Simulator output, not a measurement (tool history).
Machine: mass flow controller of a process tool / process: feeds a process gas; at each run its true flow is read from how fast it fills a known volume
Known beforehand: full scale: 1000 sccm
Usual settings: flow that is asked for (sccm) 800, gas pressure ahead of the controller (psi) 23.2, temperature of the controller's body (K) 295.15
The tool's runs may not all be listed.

| run | hour | flow that is asked for (sccm) | gas pressure ahead of the controller (psi) | temperature of the controller's body (K) | true flow (%) |
|---|---|---|---|---|---|
| 1 | 0 | 800 | 23.2 | 295.15 | 99.25 |
| 2 | 177.3 | 800 | 23.2 | 295.15 | 99.25 |
| 3 | 369.5 | 800 | 23.2 | 295.15 | 99.15 |
| 4 | 501.8 | 800 | 23.2 | 295.15 | 99.1 |
| 5 | 705.9 | 800 | 23.2 | 303.15 | 99.54 |
| 6 | 905.3 | 800 | 23.2 | 303.15 | 99.4 |
| 7 | 1063.5 | 800 | 23.2 | 303.15 | 99.25 |
| 8 | 1237.2 | 800 | 23.2 | 303.15 | 99.3 |
| 9 | 1347.4 | 120 | 23.2 | 303.15 | 98 |
| 10 | 1461.4 | 120 | 23.2 | 303.15 | 98.03 |
| 11 | 1642.8 | 120 | 23.2 | 303.15 | 97.92 |
| 12 | 1745 | 120 | 23.2 | 303.15 | 97.97 |
| 13 | 1930.5 | 120 | 23.2 | 303.15 | 98.03 |
| 14 | 2090.5 | 120 | 23.2 | 303.15 | 98.17 |
| 15 | 2236.9 | 800 | 20.7 | 295.15 | 98.71 |
| 16 | 2403.6 | 800 | 23.2 | 295.15 | 98.81 |
| 17 | 2495.6 | 800 | 23.2 | 295.15 | 98.76 |
| 18 | 2658.5 | 800 | 23.2 | 295.15 | 98.91 |
| 19 | 2849.9 | 800 | 23.2 | 295.15 | 98.78 |
| 20 | 2952.3 | 800 | 23.2 | 295.15 | 98.9 |
| 21 | 3096.7 | 800 | 23.2 | 295.15 | 98.81 |
| 22 | 3261.4 | 800 | 23.2 | 306.15 | 99.14 |
| 23 | 3416.8 | 800 | 23.2 | 313.15 | 99.45 |
| 24 | 3618.7 | 800 | 23.2 | 313.15 | 99.4 |
| 25 | 3709.6 | 800 | 23.2 | 313.15 | 99.33 |
| 26 | 3797.9 | 566 | 22 | 312.15 | 98.73 |
| 27 | 3918.9 | 566 | 22 | 312.15 | 98.71 |
| 28 | 4098.8 | 566 | 22 | 312.15 | 98.62 |
| 29 | 4205.3 | 566 | 29.4 | 294.15 | 98.18 |
| 30 | 4369.9 | 566 | 29.4 | 294.15 | 98.08 |
| 31 | 4482.1 | 118 | 31.5 | 311.15 | 98.94 |
| 32 | 4585.8 | 189 | 24.9 | 304.15 | 98.1 |
| 33 | 4747.8 | 749 | 30.5 | 298.15 | 98.56 |
| 34 | 4898.6 | 645 | 30.5 | 299.15 | 98.34 |
| 35 | 5072.4 | 645 | 30.5 | 299.15 | 98.42 |
| 36 | 5157.5 | 645 | 30.5 | 299.15 | 98.33 |
| 37 | 5262.2 | 645 | 30.5 | 299.15 | 98.25 |
| 38 | 5359.4 | 645 | 30.5 | 299.15 | 98.28 |
| 39 | 5503.6 | 269 | 24.4 | 295.15 | 97.54 |
| 40 | 5692.1 | 189 | 32.8 | 295.15 | 97.93 |
| 41 | 5798.2 | 189 | 32.8 | 295.15 | 97.81 |
| 42 | 6005.2 | 959 | 33.4 | 295.15 | 98.87 |
| 43 | 6117.6 | 959 | 33.4 | 295.15 | 98.82 |
| 44 | 6226.8 | 355 | 33.4 | 299.15 | 97.93 |
| 45 | 6417 | 355 | 33.4 | 299.15 | 97.8 |
| 46 | 6528.2 | 355 | 33.4 | 299.15 | 97.9 |
| 47 | 6674.2 | 213 | 38.7 | 296.15 | 97.99 |
| 48 | 6839.7 | 213 | 38.7 | 296.15 | 97.95 |

Table of differences, measured result less the result of that run with no hidden state. Run-to-run variation is the same in both. Gauge scatter possibly is not:
Hidden state at play: flow at rest that the sensor doesn't see, % of full scale; true flow over the shown one, %; drift of the gauge itself on true_pct, %.
| run | true flow (%) |
|---|---|
| 1 | +0.05 |
| 2 | +0.02 |
| 3 | -0.01 |
| 4 | -0.03 |
| 5 | -0.06 |
| 6 | -0.1 |
| 7 | -0.13 |
| 8 | -0.16 |
| 9 | +0.38 |
| 10 | +0.4 |
| 11 | +0.43 |
| 12 | +0.44 |
| 13 | +0.48 |
| 14 | +0.49 |
| 15 | -0.32 |
| 16 | -0.35 |
| 17 | -0.36 |
| 18 | -0.4 |
| 19 | -0.42 |
| 20 | -0.44 |
| 21 | -0.46 |
| 22 | -0.48 |
| 23 | -0.51 |
| 24 | -0.55 |
| 25 | -0.56 |
| 26 | -0.48 |
| 27 | -0.5 |
| 28 | -0.52 |
| 29 | -0.53 |
| 30 | -0.56 |
| 31 | +0.9 |
| 32 | +0.2 |
| 33 | -0.71 |
| 34 | -0.69 |
| 35 | -0.71 |
| 36 | -0.73 |
| 37 | -0.74 |
| 38 | -0.76 |
| 39 | -0.2 |
| 40 | +0.21 |
| 41 | +0.21 |
| 42 | -1 |
| 43 | -1.02 |
| 44 | -0.51 |
| 45 | -0.54 |
| 46 | -0.55 |
| 47 | +0.04 |
| 48 | +0.03 |
